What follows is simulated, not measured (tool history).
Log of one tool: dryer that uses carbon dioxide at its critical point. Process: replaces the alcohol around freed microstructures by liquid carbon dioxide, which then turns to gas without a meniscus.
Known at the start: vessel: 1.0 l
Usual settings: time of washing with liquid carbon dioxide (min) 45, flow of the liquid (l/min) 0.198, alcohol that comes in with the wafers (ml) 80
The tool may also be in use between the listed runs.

run   hour  time of washing with liquid carbon dioxide (min)  flow of the liquid (l/min)  alcohol that comes in with the wafers (ml)  alcohol left in the vessel before it's heated (ppm by volume)
  1      0                                                45                       0.198                                          80                                                            152
  2   10.9                                                45                       0.198                                          80                                                            151
  3   21.9                                                45                       0.198                                          43                                                            112
  4   34.9                                                45                       0.198                                          43                                                            121
  5   43.4                                                45                       0.198                                         100                                                            187
  6   54.9                                                45                       0.198                                         100                                                            180
  7   62.8                                                45                       0.198                                         100                                                            195
  8   79.8                                                69                       0.198                                          80                                                             82
  9   93.8                                                69                       0.198                                          80                                                             74
 10  100.7                                                69                       0.185                                          80                                                             89
 11  112.8                                                69                       0.185                                          80                                                             87
 12  124.6                                                69                       0.185                                          80                                                             88
 13  140.5                                                55                        0.18                                          80                                                            127
 14  153.4                                                50                        0.12                                          75                                                            809
 15    165                                                50                        0.12                                          75                                                            846
 16  172.6                                                57                        0.12                                          75                                                            485
 17  182.9                                                57                        0.12                                          75                                                            477
 18  190.6                                                29                       0.266                                         116                                                            497
 19  197.8                                                45                       0.127                                          36                                                            550
 20  205.8                                                39                        0.26                                          22                                                            111
 21  217.8                                                39                        0.18                                          22                                                            208
 22  227.6                                                39                        0.18                                          22                                                            203
 23  237.8                                                39                        0.18                                          22                                                            214
 24  251.6                                                39                        0.18                                          22                                                            226

The same runs without the tool's hidden state, with the same run-to-run variation:
The hidden state here: flow that reaches the vessel past the clogged filter, %; alcohol in the recycled carbon dioxide, ppm; drift of the gauge itself on alcohol_ppm, %.
run  alcohol left in the vessel before it's heated (ppm by volume)
  1                                                             83
  2                                                             79
  3                                                             43
  4                                                             49
  5                                                            103
  6                                                             95
  7                                                            107
  8                                                              9
  9                                                              0
 10                                                             10
 11                                                              9
 12                                                              9
 13                                                             37
 14                                                            612
 15                                                            637
 16                                                            324
 17                                                            316
 18                                                            320
 19                                                            380
 20                                                             15
 21                                                             91
 22                                                             87
 23                                                             93
 24                                                            101
